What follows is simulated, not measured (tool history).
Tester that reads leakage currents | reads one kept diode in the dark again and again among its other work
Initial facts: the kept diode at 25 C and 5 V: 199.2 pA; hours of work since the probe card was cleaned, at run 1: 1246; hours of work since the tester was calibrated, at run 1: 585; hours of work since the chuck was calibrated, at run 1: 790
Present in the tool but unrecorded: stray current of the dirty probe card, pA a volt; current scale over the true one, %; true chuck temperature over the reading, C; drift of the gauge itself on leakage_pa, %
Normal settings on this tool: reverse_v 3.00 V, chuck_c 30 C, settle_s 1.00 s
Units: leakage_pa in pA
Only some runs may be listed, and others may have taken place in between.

run	hour	reverse_v	chuck_c	settle_s	hours of work since the probe card was cleaned	hours of work since the tester was calibrated	hours of work since the chuck was calibrated	leakage_pa
1	0.0	3.00	30	1.00	1246	585	790	229.25
2	175.5	3.00	29	1.00	1325	665	870	208.31
3	415.7	3.00	30	1.00	1433	773	978	226.49
4	646.5	3.00	30	3.72	1537	877	1082	223.24
5	904.3	3.00	30	1.00	1653	993	1198	223.19
6	1061.5	3.00	30	1.00	1724	1064	1269	221.25
7	1200.3	3.00	30	1.00	1787	1127	1332	221.04
8	1326.7	3.00	30	1.00	1844	1184	1389	219.70
9	1450.0	3.00	30	1.00	1899	1239	1444	219.40
10	1688.8	3.00	30	1.00	2007	1347	1552	216.79
11	1850.4	3.00	30	1.00	2080	1420	1625	216.77
12	2108.3	3.00	30	1.00	2196	1536	1741	215.42
# hour 2210.5: probe card cleaned and baked
13	2390.2	3.00	30	1.00	81	1662	1867	205.44
14	2669.9	3.00	30	1.00	207	1788	1993	202.49
15	2824.4	3.00	30	1.00	277	1857	2062	202.19
16	2975.6	3.00	30	1.00	345	1926	2131	200.11
17	3128.0	3.00	30	1.00	414	1994	2199	200.08
18	3256.1	3.00	30	1.00	471	2052	2257	198.43
19	3439.4	3.00	30	1.00	554	2135	2340	197.63
20	3672.7	3.00	30	1.00	659	2240	2445	196.56
# hour 3736.5: chuck's temperature calibrated
21	3906.6	3.00	22	7.12	764	2344	77	120.40

Run 22 comes next. What will it give?
22	4108.1	4.73	38	6.48	855	2435	168	?

Run 22 came out at leakage_pa 628.73 pA.
Without the tool's hidden state the same run would have given leakage_pa 619.43 pA.

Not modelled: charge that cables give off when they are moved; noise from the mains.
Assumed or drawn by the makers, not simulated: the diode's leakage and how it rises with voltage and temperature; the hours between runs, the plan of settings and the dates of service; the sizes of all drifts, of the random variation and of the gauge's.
